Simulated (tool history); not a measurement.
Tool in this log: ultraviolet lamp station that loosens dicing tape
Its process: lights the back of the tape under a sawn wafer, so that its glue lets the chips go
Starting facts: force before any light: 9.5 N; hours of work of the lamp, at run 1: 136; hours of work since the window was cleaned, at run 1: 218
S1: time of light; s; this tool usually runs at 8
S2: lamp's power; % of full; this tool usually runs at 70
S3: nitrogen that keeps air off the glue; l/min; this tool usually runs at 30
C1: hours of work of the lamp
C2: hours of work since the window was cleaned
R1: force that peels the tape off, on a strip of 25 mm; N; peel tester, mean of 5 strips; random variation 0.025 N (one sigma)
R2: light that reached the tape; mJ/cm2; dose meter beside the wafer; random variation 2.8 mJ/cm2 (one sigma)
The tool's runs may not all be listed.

run,hour,S1,S2,S3,C1,C2,R1,R2
1,0.0,8,70,30,136,218,1.388,360
2,17.4,8,70,30,143,225,1.394,364
3,27.8,8,70,30,148,230,1.394,358
4,43.6,8,70,30,155,237,1.415,362
5,61.1,8,70,30,162,244,1.472,359
6,72.8,8,70,30,167,249,1.491,359
7,87.0,8,70,22,173,255,1.654,354
8,99.5,5,70,30,179,260,2.813,225

Run 9, settings as shown, results not yet in. Your forecast:
9,108.3,16,70,44,182,264,?,?

Run 9 produced R1 0.268 N, R2 719 mJ/cm2.
Had the tool carried no hidden state, the very same run would have given R1 0.234 N, R2 780 mJ/cm2.
